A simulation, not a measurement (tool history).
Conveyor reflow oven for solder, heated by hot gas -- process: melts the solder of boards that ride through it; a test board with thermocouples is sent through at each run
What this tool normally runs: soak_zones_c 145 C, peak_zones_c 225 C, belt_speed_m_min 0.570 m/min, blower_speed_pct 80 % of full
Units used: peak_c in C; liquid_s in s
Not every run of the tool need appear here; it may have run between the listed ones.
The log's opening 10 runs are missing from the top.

run,day,soak_zones_c,peak_zones_c,belt_speed_m_min,blower_speed_pct,hours of work since the flux was cleaned out,hours of work since the belt drive was overhauled,hours of work since the thermocouples were changed,peak_c,liquid_s
11,13.904,151,225,0.570,80,434,1082,1124,208.8,61.1
12,15.371,151,225,0.570,80,454,1102,1144,209.6,61.7
# day 15.767: flux residue cleaned out of gas plates and filters
13,16.662,145,225,0.570,80,12,1117,1158,212.2,62.2
# day 16.971: belt drive overhauled, speed set with a stopwatch
14,18.246,145,236,0.570,80,32,17,1178,221.2,71.6
15,19.825,145,236,0.570,80,53,39,1199,220.6,70.6
16,20.883,155,234,0.570,79,67,53,1214,221.2,76.2
# day 21.112: thermocouples of zones 6 and 7 changed
17,21.896,145,237,0.479,80,80,66,11,223.4,87.8
18,23.542,145,237,0.479,82,102,88,33,223.3,87.2
19,25.092,145,237,0.479,82,124,109,54,224.2,88.2
# day 26.950: belt drive overhauled, speed set with a stopwatch, once more
20,26.950,145,237,0.479,82,147,0,77,222.9,84.4
21,28.504,145,237,0.479,82,168,21,98,222.7,84.4
22,30.142,148,232,0.467,68,190,43,121,216.8,81.5
23,31.904,145,229,0.570,80,214,67,145,209.3,57.3
24,33.188,157,225,0.570,80,231,85,162,209.2,64.3
25,34.458,152,225,0.570,56,249,102,179,202.2,49.3
26,36.338,152,225,0.570,56,274,128,205,202.9,48.3
27,37.842,145,225,0.493,83,295,148,225,211.2,69.9
28,39.929,135,220,0.570,52,323,177,254,191.7,23.9
29,41.100,148,226,0.570,52,339,193,270,200.9,42.5
30,42.042,145,234,0.570,81,352,205,283,213.2,60.6

Consider 5 possible next runs. They are alternatives, not a sequence: every one starts from the tool as it was left by run 30. What does each give?
A,43.571,145,225,0.570,83,373,226,304,?,?
B,43.571,159,234,0.606,77,373,226,304,?,?
C,43.571,145,223,0.619,81,373,226,304,?,?
D,43.571,138,225,0.669,67,373,226,304,?,?
E,43.571,153,225,0.498,54,373,226,304,?,?

run,peak_c,liquid_s
A,205.9,53.5
B,213.8,64.0
C,201.1,42.5
D,194.4,24.4
E,205.9,65.2
With the hidden condition removed and each run's random variation left untouched, the same runs would have given:
run,peak_c,liquid_s
A,208.8,58.0
B,216.8,67.2
C,204.3,47.8
D,198.0,30.9
E,207.9,68.9
